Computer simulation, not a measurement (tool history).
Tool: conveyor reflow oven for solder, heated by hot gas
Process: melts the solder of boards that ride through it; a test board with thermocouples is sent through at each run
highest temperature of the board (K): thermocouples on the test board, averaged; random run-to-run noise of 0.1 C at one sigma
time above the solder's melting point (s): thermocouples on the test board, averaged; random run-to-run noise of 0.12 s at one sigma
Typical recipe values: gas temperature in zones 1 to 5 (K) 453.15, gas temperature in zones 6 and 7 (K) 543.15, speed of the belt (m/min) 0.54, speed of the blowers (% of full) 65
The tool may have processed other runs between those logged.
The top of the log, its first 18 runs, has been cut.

run,day,gas temperature in zones 1 to 5 (K),gas temperature in zones 6 and 7 (K),speed of the belt (m/min),speed of the blowers (% of full),hours of work since the flux was cleaned out,hours of work since the belt drive was overhauled,hours of work since the thermocouples were changed,highest temperature of the board (K),time above the solder's melting point (s)
19,11.208,453.15,540.15,0.54,80,102,296,193,529.65,73.8
20,11.962,453.15,540.15,0.54,80,112,307,204,529.45,73.9
# day 12.192: belt drive overhauled, speed set with a stopwatch
21,12.767,453.15,540.15,0.54,80,121,8,212,529.85,74.6
22,13.138,453.15,540.15,0.54,80,126,13,217,529.85,74.1
23,13.704,441.15,537.15,0.54,80,134,21,225,525.45,66
# day 14.108: belt drive overhauled, speed set with a stopwatch, once more
24,14.35,441.15,537.15,0.54,80,140,3,231,524.95,64.8
25,14.692,462.15,543.15,0.47,64,145,8,236,534.25,92.3
26,15.454,439.15,546.15,0.487,86,155,18,246,536.45,81
27,16.217,453.15,543.15,0.54,87,165,29,257,532.85,75.2
28,16.754,453.15,543.15,0.54,69,173,36,264,530.25,73.1
29,17.146,453.15,543.15,0.532,71,178,41,269,530.85,75
30,17.646,459.15,543.15,0.54,84,185,48,276,533.15,78
31,18.158,451.15,543.15,0.584,65,192,55,283,526.75,63.6

What if the next run were any one of these 3? Each begins from the tool's condition after run 31:
A,18.596,438.15,533.15,0.584,65,198,61,289,?,?
B,18.596,451.15,554.15,0.584,65,198,61,289,?,?
C,18.596,451.15,543.15,0.47,65,198,61,289,?,?

run,highest temperature of the board (K),time above the solder's melting point (s)
A,515.65,49
B,536.25,69.7
C,533.15,85.9
Without the tool's hidden state the same runs would have given:
run,highest temperature of the board (K),time above the solder's melting point (s)
A,516.55,50.6
B,537.25,70.5
C,533.55,86.5
